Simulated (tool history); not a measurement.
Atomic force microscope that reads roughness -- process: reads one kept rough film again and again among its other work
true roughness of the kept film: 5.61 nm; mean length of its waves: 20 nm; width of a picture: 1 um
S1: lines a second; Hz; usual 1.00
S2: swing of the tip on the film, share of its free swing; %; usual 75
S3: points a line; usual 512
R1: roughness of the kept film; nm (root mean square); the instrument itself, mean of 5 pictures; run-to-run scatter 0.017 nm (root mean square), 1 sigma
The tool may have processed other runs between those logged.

run 1 hour=0.0 | S1=1.00 S2=75 S3=512 | R1=3.058
run 2 hour=20.3 | S1=1.00 S2=75 S3=512 | R1=2.829
-- hour=23.0 new tip fitted
run 3 hour=44.3 | S1=1.00 S2=75 S3=512 | R1=3.782
run 4 hour=72.1 | S1=1.00 S2=67 S3=512 | R1=3.373
run 5 hour=89.4 | S1=1.00 S2=67 S3=512 | R1=3.184
run 6 hour=119.9 | S1=1.00 S2=67 S3=512 | R1=2.813
-- hour=123.4 height scale calibrated on a step standard
-- hour=129.6 new tip fitted
run 7 hour=145.9 | S1=1.00 S2=67 S3=512 | R1=3.906
run 8 hour=170.4 | S1=3.68 S2=56 S3=360 | R1=3.423
run 9 hour=189.4 | S1=0.97 S2=71 S3=529 | R1=3.221
run 10 hour=219.4 | S1=0.97 S2=71 S3=306 | R1=2.854
-- hour=235.5 new tip fitted
run 11 hour=250.5 | S1=0.97 S2=71 S3=306 | R1=3.809
run 12 hour=281.3 | S1=0.97 S2=58 S3=443 | R1=3.376

Consider 4 possible next runs. They are alternatives, not a sequence: every one starts from the tool as it was left by run 12. What does each give?
-- hour=289.5 height scale calibrated on a step standard, once more
run A hour=303.1 | S1=1.32 S2=75 S3=512 | R1=?
-- hour=289.5 height scale calibrated on a step standard, once more
run B hour=303.1 | S1=0.60 S2=58 S3=282 | R1=?
-- hour=289.5 height scale calibrated on a step standard, once more
run C hour=303.1 | S1=0.76 S2=67 S3=750 | R1=?
-- hour=289.5 height scale calibrated on a step standard, once more
run D hour=303.1 | S1=2.40 S2=75 S3=512 | R1=?

run=A R1=3.184
run=B R1=3.189
run=C R1=3.268
run=D R1=3.077
With the hidden condition removed and each run's random variation left untouched, the same runs would have given:
run=A R1=4.225
run=B R1=4.233
run=C R1=4.332
run=D R1=4.085
